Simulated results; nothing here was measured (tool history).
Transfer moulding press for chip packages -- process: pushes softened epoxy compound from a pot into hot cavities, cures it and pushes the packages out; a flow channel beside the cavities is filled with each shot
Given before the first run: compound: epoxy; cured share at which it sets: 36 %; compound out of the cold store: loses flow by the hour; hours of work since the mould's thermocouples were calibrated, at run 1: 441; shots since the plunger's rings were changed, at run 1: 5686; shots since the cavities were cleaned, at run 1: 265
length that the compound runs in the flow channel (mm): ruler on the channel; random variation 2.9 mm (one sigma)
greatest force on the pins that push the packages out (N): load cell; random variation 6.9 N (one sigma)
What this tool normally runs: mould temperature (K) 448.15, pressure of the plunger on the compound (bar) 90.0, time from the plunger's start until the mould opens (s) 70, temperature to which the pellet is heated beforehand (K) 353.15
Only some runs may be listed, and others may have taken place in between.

run,hour,mould temperature (K),pressure of the plunger on the compound (bar),time from the plunger's start until the mould opens (s),temperature to which the pellet is heated beforehand (K),hours of work since the mould's thermocouples were calibrated,shots since the plunger's rings were changed,shots since the cavities were cleaned,incoming compound's hours out of the cold store,length that the compound runs in the flow channel (mm),greatest force on the pins that push the packages out (N)
1,0.0,448.15,90.0,70,353.15,441,5686,265,31.3,447,377
# hour 31.2: plunger's sealing rings changed
2,43.2,448.15,90.0,70,353.15,468,190,906,26.7,519,468
# hour 61.6: cavities cleaned with cleaning compound and waxed
3,100.2,448.15,90.0,70,353.15,504,1064,608,38.9,471,507
# hour 136.2: cavities cleaned with cleaning compound and waxed
# hour 161.0: mould's thermocouples calibrated
4,175.7,448.15,90.0,70,353.15,10,2198,591,40.3,454,417
5,205.0,448.15,90.0,70,353.15,29,2660,1053,27.2,487,448
# hour 214.1: cavities cleaned with cleaning compound and waxed
6,235.5,448.15,90.0,70,353.15,48,3118,338,35.1,463,364
# hour 242.4: cavities cleaned with cleaning compound and waxed, once more
7,281.8,448.15,90.0,70,353.15,78,3823,620,13.4,521,441
# hour 319.7: cavities cleaned with cleaning compound and waxed
8,320.2,448.15,90.0,70,353.15,102,4404,8,35.7,440,287
9,360.9,448.15,90.0,70,353.15,129,5046,650,25.6,464,427
# hour 393.7: cavities cleaned with cleaning compound and waxed
10,427.7,448.15,90.0,70,347.15,172,6074,536,8.0,511,442
# hour 436.8: plunger's sealing rings changed
11,466.6,448.15,90.0,70,347.15,196,470,1110,26.8,517,458
# hour 474.4: cavities cleaned with cleaning compound and waxed
12,515.5,448.15,90.0,70,347.15,227,1216,647,13.6,550,466
# hour 551.0: cavities cleaned with cleaning compound and waxed
13,587.4,448.15,90.0,70,353.15,274,2325,573,42.6,449,388
14,622.1,448.15,90.0,87,353.15,296,2873,1121,20.2,515,339
# hour 628.3: cavities cleaned with cleaning compound and waxed
15,671.6,446.15,91.0,63,356.15,328,3628,681,19.3,510,651
# hour 704.6: cavities cleaned with cleaning compound and waxed
16,704.6,446.15,91.0,63,356.15,349,4125,0,32.3,461,426
17,752.2,441.15,100.3,70,351.15,380,4875,750,47.8,442,642
# hour 784.1: cavities cleaned with cleaning compound and waxed
18,805.1,441.15,100.3,70,351.15,414,5684,331,31.1,480,602
# hour 834.0: plunger's sealing rings changed
# hour 861.2: cavities cleaned with cleaning compound and waxed
19,861.2,450.15,84.2,105,347.15,448,405,0,26.2,495,198
20,923.5,450.15,84.2,105,347.15,489,1386,981,35.8,461,304
# hour 939.1: cavities cleaned with cleaning compound and waxed
21,987.8,450.15,84.2,105,347.15,531,2375,766,30.6,467,286
# hour 1009.5: mould's thermocouples calibrated
# hour 1017.0: cavities cleaned with cleaning compound and waxed
22,1034.5,450.15,80.4,105,346.15,15,3057,277,29.3,451,256
23,1086.0,450.15,80.4,105,346.15,49,3868,1088,33.2,432,306
# hour 1091.5: cavities cleaned with cleaning compound and waxed
24,1137.5,451.15,95.7,52,353.15,82,4656,725,36.9,449,699
# hour 1167.1: cavities cleaned with cleaning compound and waxed
25,1183.7,451.15,95.7,52,353.15,112,5360,261,19.0,498,624
26,1215.8,451.15,95.7,52,353.15,133,5865,766,44.4,413,684
# hour 1235.1: plunger's sealing rings changed
# hour 1246.8: cavities cleaned with cleaning compound and waxed
27,1290.3,448.15,106.9,70,359.15,179,846,685,24.5,563,425

What if the next run were any one of these 3? Each begins from the tool's condition after run 27:
# hour 1324.9: cavities cleaned with cleaning compound and waxed
A,1340.6,449.15,106.9,72,359.15,212,1616,249,44.6,?,?
# hour 1324.9: cavities cleaned with cleaning compound and waxed
B,1340.6,448.15,106.9,53,359.15,212,1616,249,27.5,?,?
# hour 1324.9: cavities cleaned with cleaning compound and waxed
C,1340.6,448.15,90.0,67,353.15,212,1616,249,10.7,?,?

run,length that the compound runs in the flow channel (mm),greatest force on the pins that push the packages out (N)
A,491,308
B,542,673
C,557,415
With the hidden condition removed and each run's random variation left untouched, the same runs would have given:
run,length that the compound runs in the flow channel (mm),greatest force on the pins that push the packages out (N)
A,507,246
B,560,537
C,576,330
